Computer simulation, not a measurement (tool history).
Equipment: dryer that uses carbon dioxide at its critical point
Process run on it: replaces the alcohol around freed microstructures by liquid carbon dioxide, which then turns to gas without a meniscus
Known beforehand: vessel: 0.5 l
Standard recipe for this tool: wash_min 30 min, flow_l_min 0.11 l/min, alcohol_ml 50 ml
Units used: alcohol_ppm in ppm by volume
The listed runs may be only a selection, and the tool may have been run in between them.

Run 1, day 0: usual settings. Result: alcohol_ppm 272 ppm by volume.
Run 2, day 0.846: usual settings. Result: alcohol_ppm 279 ppm by volume.
Run 3, day 1.675: usual settings but alcohol_ml 61 ml. Result: alcohol_ppm 352 ppm by volume.
Run 4, day 2.062: usual settings but alcohol_ml 61 ml. Result: alcohol_ppm 346 ppm by volume.
Run 5, day 2.854: usual settings but alcohol_ml 61 ml. Result: alcohol_ppm 349 ppm by volume.
Run 6, day 3.533: usual settings but alcohol_ml 64 ml. Result: alcohol_ppm 379 ppm by volume.
Run 7, day 4.258: usual settings but flow_l_min 0.111 l/min. Result: alcohol_ppm 297 ppm by volume.
Run 8, day 4.971: usual settings but flow_l_min 0.111 l/min. Result: alcohol_ppm 312 ppm by volume.
Run 9, day 5.638: usual settings but flow_l_min 0.111 l/min. Result: alcohol_ppm 309 ppm by volume.
Run 10, day 6.371: usual settings. Result: alcohol_ppm 334 ppm by volume.
Run 11, day 7.192: usual settings but flow_l_min 0.157 l/min. Result: alcohol_ppm 71 ppm by volume.
Run 12, day 8.058: usual settings but wash_min 37 min. Result: alcohol_ppm 131 ppm by volume.
Run 13, day 8.633: usual settings but wash_min 41 min, flow_l_min 0.087 l/min. Result: alcohol_ppm 269 ppm by volume.
At day 8.817: inlet filter changed.
Run 14, day 9.329: usual settings but wash_min 41 min, flow_l_min 0.087 l/min. Result: alcohol_ppm 211 ppm by volume.
Run 15, day 10.208: usual settings but wash_min 43 min, flow_l_min 0.101 l/min. Result: alcohol_ppm 84 ppm by volume.
Run 16, day 10.996: usual settings but wash_min 43 min, flow_l_min 0.101 l/min. Result: alcohol_ppm 79 ppm by volume.
Run 17, day 11.817: usual settings but wash_min 43 min, flow_l_min 0.101 l/min. Result: alcohol_ppm 101 ppm by volume.
Run 18, day 12.638: usual settings but wash_min 21 min, flow_l_min 0.134 l/min, alcohol_ml 86 ml. Result: alcohol_ppm 980 ppm by volume.
Run 19, day 13.458: usual settings but flow_l_min 0.071 l/min. Result: alcohol_ppm 2358 ppm by volume.
Run 20, day 14.017: usual settings but flow_l_min 0.071 l/min. Result: alcohol_ppm 2402 ppm by volume.
Run 21, day 14.404: usual settings but wash_min 34 min. Result: alcohol_ppm 183 ppm by volume.
Run 22, day 15.112: usual settings but wash_min 39 min, flow_l_min 0.066 l/min, alcohol_ml 80 ml. Result: alcohol_ppm 1858 ppm by volume.
Run 23, day 15.579: usual settings but wash_min 21 min, flow_l_min 0.148 l/min, alcohol_ml 88 ml. Result: alcohol_ppm 620 ppm by volume.

What if the next run were any one of these 5? Each begins from the tool's condition after run 23:
Run A, day 16.475: usual settings but wash_min 35 min. Result: alcohol_ppm ?.
Run B, day 16.475: usual settings but wash_min 21 min, flow_l_min 0.148 l/min, alcohol_ml 88 ml. Result: alcohol_ppm ?.
Run C, day 16.475: usual settings but wash_min 33 min, flow_l_min 0.09 l/min, alcohol_ml 107 ml. Result: alcohol_ppm ?.
Run D, day 16.475: usual settings but wash_min 34 min, flow_l_min 0.148 l/min, alcohol_ml 88 ml. Result: alcohol_ppm ?.
Run E, day 16.475: usual settings but wash_min 29 min, flow_l_min 0.148 l/min, alcohol_ml 88 ml. Result: alcohol_ppm ?.

run  alcohol_ppm
  A          159
  B          650
  C         1192
  D           74
  E          122
The same runs, with their run-to-run variation unchanged, on a tool lacking any hidden condition would have given:
run  alcohol_ppm
  A           78
  B          468
  C          911
  D           13
  E           49
